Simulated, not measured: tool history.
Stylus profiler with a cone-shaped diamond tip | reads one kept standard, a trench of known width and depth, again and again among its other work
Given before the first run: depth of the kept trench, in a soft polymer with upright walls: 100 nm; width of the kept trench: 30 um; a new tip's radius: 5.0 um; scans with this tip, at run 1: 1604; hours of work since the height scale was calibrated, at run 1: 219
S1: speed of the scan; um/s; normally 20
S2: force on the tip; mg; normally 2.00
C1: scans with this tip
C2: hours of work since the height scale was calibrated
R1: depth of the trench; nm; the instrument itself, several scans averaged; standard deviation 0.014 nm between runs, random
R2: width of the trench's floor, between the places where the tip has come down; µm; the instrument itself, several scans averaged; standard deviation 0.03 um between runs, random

| run | hour | S1 | S2 | C1 | C2 | R1 | R2 |
|---|---|---|---|---|---|---|---|
| 1 | 0.0 | 20 | 2.00 | 1604 | 219 | 100.97 | 27.94 |
| 2 | 40.3 | 70 | 2.00 | 1733 | 237 | 100.96 | 27.75 |
| 3 | 89.7 | 70 | 2.00 | 1890 | 258 | 100.94 | 27.84 |
| 4 | 141.1 | 78 | 2.00 | 2054 | 281 | 100.96 | 27.80 |
| 5 | 179.0 | 20 | 2.00 | 2175 | 297 | 100.96 | 27.85 |
| 6 | 214.5 | 20 | 2.00 | 2288 | 313 | 100.96 | 27.92 |
| 7 | 269.8 | 13 | 2.00 | 2464 | 337 | 100.94 | 27.90 |
| 8 | 325.5 | 13 | 1.99 | 2642 | 361 | 100.93 | 27.93 |
| 9 | 378.9 | 6 | 2.00 | 2812 | 384 | 100.91 | 27.92 |
| 10 | 404.3 | 6 | 2.00 | 2893 | 395 | 100.91 | 27.88 |
| 11 | 456.7 | 58 | 2.00 | 3060 | 418 | 100.89 | 27.74 |
| 12 | 510.0 | 58 | 2.00 | 3230 | 441 | 100.88 | 27.75 |
| 13 | 548.0 | 58 | 2.00 | 3351 | 458 | 100.87 | 27.75 |
| 14 | 602.9 | 58 | 2.00 | 3526 | 482 | 100.87 | 27.73 |
| 15 | 628.2 | 69 | 2.00 | 3606 | 493 | 100.89 | 27.71 |
| 16 | 683.0 | 69 | 2.00 | 3781 | 517 | 100.85 | 27.70 |
| 17 | 712.9 | 20 | 1.71 | 3876 | 530 | 100.73 | 27.85 |
| 18 | 770.5 | 20 | 1.71 | 4060 | 555 | 100.75 | 27.79 |
| 19 | 798.9 | 20 | 1.71 | 4150 | 567 | 100.74 | 27.81 |
| 20 | 835.4 | 20 | 1.71 | 4266 | 583 | 100.73 | 27.80 |
| 21 | 892.6 | 20 | 3.78 | 4449 | 608 | 101.37 | 27.86 |
| 22 | 925.6 | 20 | 2.00 | 4554 | 622 | 100.86 | 27.82 |
| 23 | 956.5 | 20 | 2.55 | 4652 | 636 | 100.99 | 27.83 |
| 24 | 988.0 | 20 | 2.55 | 4753 | 650 | 101.03 | 27.80 |
| 25 | 1030.6 | 22 | 3.67 | 4889 | 668 | 101.34 | 27.81 |
| 26 | 1064.5 | 26 | 2.00 | 4997 | 683 | 100.82 | 27.80 |
| 27 | 1105.3 | 11 | 3.71 | 5127 | 701 | 101.33 | 27.76 |
| 28 | 1157.9 | 11 | 3.71 | 5294 | 724 | 101.32 | 27.85 |
| 29 | 1190.7 | 11 | 3.71 | 5399 | 738 | 101.32 | 27.85 |
| 30 | 1216.0 | 6 | 1.07 | 5479 | 749 | 100.44 | 27.85 |
| 31 | 1265.2 | 6 | 1.07 | 5636 | 770 | 100.45 | 27.83 |
| 32 | 1323.2 | 74 | 3.20 | 5821 | 796 | 101.16 | 27.73 |
| 33 | 1359.8 | 74 | 3.20 | 5938 | 812 | 101.17 | 27.69 |
| 34 | 1389.0 | 7 | 0.69 | 6030 | 824 | 100.26 | 27.83 |
| 35 | 1418.2 | 8 | 3.00 | 6124 | 837 | 101.07 | 27.83 |
| 36 | 1451.8 | 52 | 1.53 | 6231 | 852 | 100.59 | 27.69 |
| 37 | 1490.8 | 13 | 1.03 | 6355 | 869 | 100.40 | 27.83 |
| 38 | 1517.7 | 13 | 1.03 | 6441 | 880 | 100.38 | 27.79 |
| 39 | 1567.6 | 9 | 3.58 | 6600 | 902 | 101.25 | 27.76 |
| 40 | 1601.4 | 9 | 3.58 | 6707 | 917 | 101.21 | 27.87 |
| 41 | 1658.8 | 22 | 1.32 | 6890 | 942 | 100.49 | 27.79 |
| 42 | 1691.4 | 22 | 1.32 | 6994 | 956 | 100.49 | 27.74 |
|  | 1720.9 | height scale calibrated on a step standard |
| 43 | 1732.7 | 52 | 1.91 | 7124 | 5 | 100.99 | 27.65 |
| 44 | 1780.1 | 52 | 1.91 | 7275 | 26 | 100.97 | 27.66 |
| 45 | 1820.3 | 52 | 1.91 | 7403 | 43 | 101.00 | 27.61 |
| 46 | 1853.4 | 8 | 4.30 | 7509 | 58 | 101.70 | 27.73 |

What if the next run were any one of these 3? Each begins from the tool's condition after run 46:
| A | 1907.5 | 59 | 2.80 | 7681 | 81 | ? | ? |
| B | 1907.5 | 8 | 2.15 | 7681 | 81 | ? | ? |
| C | 1907.5 | 14 | 2.29 | 7681 | 81 | ? | ? |

| run | R1 | R2 |
|---|---|---|
| A | 101.26 | 27.65 |
| B | 101.04 | 27.77 |
| C | 101.09 | 27.67 |
Had the tool no hidden state, the same runs would have come out as:
| run | R1 | R2 |
|---|---|---|
| A | 101.29 | 27.87 |
| B | 101.07 | 28.00 |
| C | 101.12 | 27.90 |
